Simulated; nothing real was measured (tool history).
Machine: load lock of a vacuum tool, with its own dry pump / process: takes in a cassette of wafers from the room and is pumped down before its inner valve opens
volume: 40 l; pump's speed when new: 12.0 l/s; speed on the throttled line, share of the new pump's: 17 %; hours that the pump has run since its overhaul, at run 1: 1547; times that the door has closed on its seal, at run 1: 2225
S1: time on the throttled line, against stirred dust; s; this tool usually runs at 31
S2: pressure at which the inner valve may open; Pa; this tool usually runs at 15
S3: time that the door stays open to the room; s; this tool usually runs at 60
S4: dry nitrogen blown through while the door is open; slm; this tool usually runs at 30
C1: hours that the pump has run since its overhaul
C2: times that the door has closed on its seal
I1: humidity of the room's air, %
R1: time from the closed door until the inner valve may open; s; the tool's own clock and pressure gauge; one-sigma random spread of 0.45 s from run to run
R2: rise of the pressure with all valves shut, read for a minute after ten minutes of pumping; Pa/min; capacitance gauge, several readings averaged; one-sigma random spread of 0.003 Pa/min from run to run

Run 1, hour 0.0: usual settings; C1 1547; C2 2225; I1 44.5. Result: R1 57.0 s, R2 0.021 Pa/min.
Run 2, hour 207.1: usual settings but S3 56 s; C1 1754; C2 3065; I1 44.8. Result: R1 56.0 s, R2 0.018 Pa/min.
Run 3, hour 503.6: usual settings but S3 56 s; C1 2050; C2 4268; I1 46.3. Result: R1 56.0 s, R2 0.020 Pa/min.
Run 4, hour 769.6: usual settings but S3 56 s; C1 2316; C2 5347; I1 44.1. Result: R1 56.8 s, R2 0.028 Pa/min.
Run 5, hour 1167.5: usual settings; C1 2714; C2 6962; I1 48.1. Result: R1 57.0 s, R2 0.029 Pa/min.
Run 6, hour 1436.6: usual settings but S1 20 s; C1 2983; C2 8053; I1 45.3. Result: R1 48.3 s, R2 0.030 Pa/min.
Run 7, hour 1648.8: usual settings but S1 20 s; C1 3196; C2 8914; I1 47.0. Result: R1 47.8 s, R2 0.026 Pa/min.
Run 8, hour 1837.0: usual settings but S1 20 s; C1 3384; C2 9678; I1 45.8. Result: R1 47.9 s, R2 0.031 Pa/min.
Run 9, hour 2017.3: usual settings but S1 20 s; C1 3564; C2 10409; I1 44.7. Result: R1 48.8 s, R2 0.035 Pa/min.
Run 10, hour 2243.7: usual settings but S1 20 s; C1 3790; C2 11327; I1 43.8. Result: R1 48.2 s, R2 0.036 Pa/min.
Run 11, hour 2656.6: usual settings but S1 39 s; C1 4203; C2 13003; I1 44.2. Result: R1 64.2 s, R2 0.041 Pa/min.
Run 12, hour 2847.0: usual settings but S1 39 s; C1 4394; C2 13775; I1 48.5. Result: R1 64.5 s, R2 0.043 Pa/min.
Run 13, hour 3198.5: usual settings but S1 39 s; C1 4745; C2 15201; I1 44.6. Result: R1 64.3 s, R2 0.042 Pa/min.
Run 14, hour 3594.7: usual settings but S1 39 s; C1 5141; C2 16809; I1 48.3. Result: R1 64.0 s, R2 0.047 Pa/min.
Run 15, hour 3860.3: usual settings but S1 39 s; C1 5407; C2 17886; I1 47.4. Result: R1 65.4 s, R2 0.052 Pa/min.
Run 16, hour 4268.2: usual settings but S4 17 slm; C1 5815; C2 19541; I1 43.1. Result: R1 59.3 s, R2 0.055 Pa/min.
Run 17, hour 4491.0: usual settings but S4 17 slm; C1 6038; C2 20445; I1 43.5. Result: R1 58.1 s, R2 0.066 Pa/min.
Run 18, hour 4744.4: usual settings; C1 6291; C2 21473; I1 45.9. Result: R1 58.7 s, R2 0.062 Pa/min.
Run 19, hour 5050.0: usual settings; C1 6597; C2 22712; I1 46.3. Result: R1 59.2 s, R2 0.061 Pa/min.
Run 20, hour 5490.8: usual settings but S1 19 s; C1 7037; C2 24501; I1 41.9. Result: R1 49.6 s, R2 0.065 Pa/min.
Run 21, hour 5684.0: usual settings but S1 19 s; C1 7231; C2 25285; I1 46.1. Result: R1 49.8 s, R2 0.079 Pa/min.
Run 22, hour 5979.6: usual settings but S2 29 Pa, S4 17 slm; C1 7526; C2 26484; I1 42.3. Result: R1 58.2 s, R2 0.083 Pa/min.
Run 23, hour 6335.9: usual settings but S2 29 Pa, S4 17 slm; C1 7883; C2 27929; I1 45.2. Result: R1 57.6 s, R2 0.083 Pa/min.
Run 24, hour 6531.2: usual settings but S1 23 s, S4 13 slm; C1 8078; C2 28722; I1 44.7. Result: R1 53.7 s, R2 0.092 Pa/min.
Run 25, hour 6977.8: usual settings but S2 27 Pa, S4 7 slm; C1 8525; C2 30534; I1 42.4. Result: R1 57.5 s, R2 0.106 Pa/min.
Run 26, hour 7263.8: usual settings but S1 37 s, S4 25 slm; C1 8811; C2 31694; I1 43.5. Result: R1 65.8 s, R2 0.099 Pa/min.
Run 27, hour 7678.3: usual settings but S1 29 s, S3 138 s, S4 28 slm; C1 9225; C2 33375; I1 41.3. Result: R1 59.3 s, R2 0.109 Pa/min.
Run 28, hour 7884.9: usual settings but S1 29 s, S3 105 s, S4 28 slm; C1 9432; C2 34213; I1 45.5. Result: R1 58.8 s, R2 0.113 Pa/min.
Run 29, hour 8129.5: usual settings but S1 25 s, S2 14 Pa, S3 121 s, S4 10 slm; C1 9676; C2 35206; I1 43.2. Result: R1 56.2 s, R2 0.136 Pa/min.
Run 30, hour 8516.4: usual settings but S1 18 s, S2 11 Pa, S3 48 s, S4 10 slm; C1 10063; C2 36776; I1 50.5. Result: R1 52.6 s, R2 0.130 Pa/min.
Run 31, hour 8758.4: usual settings but S1 45 s, S2 13 Pa, S3 79 s, S4 5 slm; C1 10305; C2 37757; I1 47.0. Result: R1 75.1 s, R2 0.152 Pa/min.
Run 32, hour 9167.5: usual settings but S1 45 s, S2 13 Pa, S3 79 s, S4 5 slm; C1 10714; C2 39417; I1 48.5. Result: R1 74.0 s, R2 0.163 Pa/min.
Run 33, hour 9604.4: usual settings but S1 18 s, S2 16 Pa; C1 11151; C2 41189; I1 43.1. Result: R1 51.3 s, R2 0.131 Pa/min.
Run 34, hour 9843.2: usual settings but S1 18 s, S2 16 Pa; C1 11390; C2 42158; I1 46.8. Result: R1 51.6 s, R2 0.140 Pa/min.
Run 35, hour 10074.2: usual settings but S1 18 s, S2 16 Pa, S3 114 s; C1 11621; C2 43095; I1 46.8. Result: R1 52.4 s, R2 0.149 Pa/min.
Run 36, hour 10299.8: usual settings but S1 18 s, S2 16 Pa, S3 114 s; C1 11847; C2 44011; I1 45.2. Result: R1 52.4 s, R2 0.154 Pa/min.
Run 37, hour 10641.6: usual settings but S1 16 s, S3 42 s, S4 6 slm; C1 12188; C2 45397; I1 46.6. Result: R1 52.9 s, R2 0.165 Pa/min.

Same runs, no hidden state in the tool, same run-to-run variation:
What the log doesn't record here: pump's speed, % of a new pump's; leak at the door's seal, Pa l/s; drift of the gauge itself on ready_s, %; drift of the gauge itself on rise_pa_min, %.
run    R1     R2
  1  56.3  0.017
  2  55.2  0.013
  3  55.0  0.013
  4  55.7  0.019
  5  55.7  0.019
  6  46.7  0.017
  7  46.1  0.012
  8  46.1  0.016
  9  46.8  0.018
 10  46.1  0.018
 11  62.1  0.018
 12  62.3  0.019
 13  61.9  0.015
 14  61.4  0.016
 15  62.6  0.017
 16  56.0  0.016
 17  54.7  0.024
 18  55.1  0.018
 19  55.5  0.012
 20  45.2  0.011
 21  45.3  0.022
 22  54.3  0.021
 23  53.5  0.017
 24  48.7  0.023
 25  53.0  0.031
 26  60.7  0.020
 27  53.8  0.024
 28  53.1  0.025
 29  50.0  0.044
 30  45.6  0.031
 31  69.2  0.049
 32  67.9  0.052
 33  43.8  0.014
 34  44.0  0.018
 35  44.5  0.024
 36  44.4  0.024
 37  44.2  0.029

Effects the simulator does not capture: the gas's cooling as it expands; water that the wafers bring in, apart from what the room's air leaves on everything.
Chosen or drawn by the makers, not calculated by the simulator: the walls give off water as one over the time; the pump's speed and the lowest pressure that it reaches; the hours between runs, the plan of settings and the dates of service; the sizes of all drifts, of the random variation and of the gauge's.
